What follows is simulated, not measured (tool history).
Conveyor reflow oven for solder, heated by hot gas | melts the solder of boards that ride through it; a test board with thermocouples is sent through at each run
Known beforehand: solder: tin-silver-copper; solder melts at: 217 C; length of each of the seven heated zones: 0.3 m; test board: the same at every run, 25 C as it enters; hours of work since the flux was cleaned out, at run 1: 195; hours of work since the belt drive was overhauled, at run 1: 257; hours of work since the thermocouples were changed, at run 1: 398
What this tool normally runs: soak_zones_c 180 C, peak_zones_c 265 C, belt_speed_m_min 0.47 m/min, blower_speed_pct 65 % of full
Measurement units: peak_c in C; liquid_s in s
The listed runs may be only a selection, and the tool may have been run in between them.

| run | hour | soak_zones_c | peak_zones_c | belt_speed_m_min | blower_speed_pct | hours of work since the flux was cleaned out | hours of work since the belt drive was overhauled | hours of work since the thermocouples were changed | peak_c | liquid_s |
|---|---|---|---|---|---|---|---|---|---|---|
| 1 | 0 | 180 | 265 | 0.47 | 65 | 195 | 257 | 398 | 248.6 | 57 |
| 2 | 9.1 | 180 | 265 | 0.47 | 65 | 202 | 264 | 405 | 248.6 | 57 |
| 3 | 14.9 | 181 | 265 | 0.47 | 65 | 207 | 269 | 409 | 248.9 | 57.4 |
| 4 | 25.1 | 181 | 265 | 0.47 | 65 | 215 | 277 | 417 | 248.9 | 57.3 |
| 5 | 33.9 | 180 | 265 | 0.47 | 63 | 221 | 284 | 424 | 248.3 | 56.4 |
| 6 | 44.5 | 180 | 265 | 0.47 | 63 | 230 | 292 | 432 | 248.7 | 56.6 |
| 7 | 50.4 | 180 | 265 | 0.47 | 63 | 234 | 296 | 437 | 248.1 | 56.2 |
| 8 | 58.4 | 180 | 265 | 0.47 | 65 | 240 | 303 | 443 | 248.6 | 56.5 |
| 9 | 67.4 | 180 | 278 | 0.47 | 65 | 247 | 310 | 450 | 259.7 | 64.7 |
| 10 | 76.5 | 180 | 278 | 0.47 | 65 | 255 | 317 | 457 | 259.4 | 64.5 |
| 11 | 81.2 | 193 | 254 | 0.444 | 72 | 258 | 320 | 461 | 243.5 | 63.8 |
| 12 | 85.9 | 193 | 254 | 0.557 | 53 | 262 | 324 | 465 | 235 | 38.2 |
| 13 | 91.5 | 180 | 258 | 0.381 | 72 | 266 | 328 | 469 | 248.5 | 73.4 |
| 14 | 97.6 | 168 | 258 | 0.381 | 50 | 271 | 333 | 474 | 243.9 | 61.6 |
| 15 | 104.7 | 170 | 265 | 0.389 | 50 | 276 | 339 | 479 | 249.9 | 66.9 |

Predict each of these 5 candidate next runs independently; none follows another, all start after run 15:
| A | 115.7 | 180 | 265 | 0.389 | 60 | 285 | 347 | 488 | ? | ? |
| B | 115.7 | 180 | 277 | 0.47 | 88 | 285 | 347 | 488 | ? | ? |
| C | 115.7 | 170 | 263 | 0.545 | 70 | 285 | 347 | 488 | ? | ? |
| D | 115.7 | 170 | 265 | 0.389 | 67 | 285 | 347 | 488 | ? | ? |
| E | 115.7 | 180 | 256 | 0.47 | 65 | 285 | 347 | 488 | ? | ? |

| run | peak_c | liquid_s |
|---|---|---|
| A | 252.9 | 73.9 |
| B | 261.4 | 66.1 |
| C | 240.2 | 37.2 |
| D | 252.4 | 69.7 |
| E | 240.2 | 49.5 |
Without the tool's hidden state the same runs would have given:
| run | peak_c | liquid_s |
|---|---|---|
| A | 254.6 | 75 |
| B | 263.8 | 67.1 |
| C | 242.7 | 39.9 |
| D | 254.3 | 71.2 |
| E | 242.2 | 51.8 |
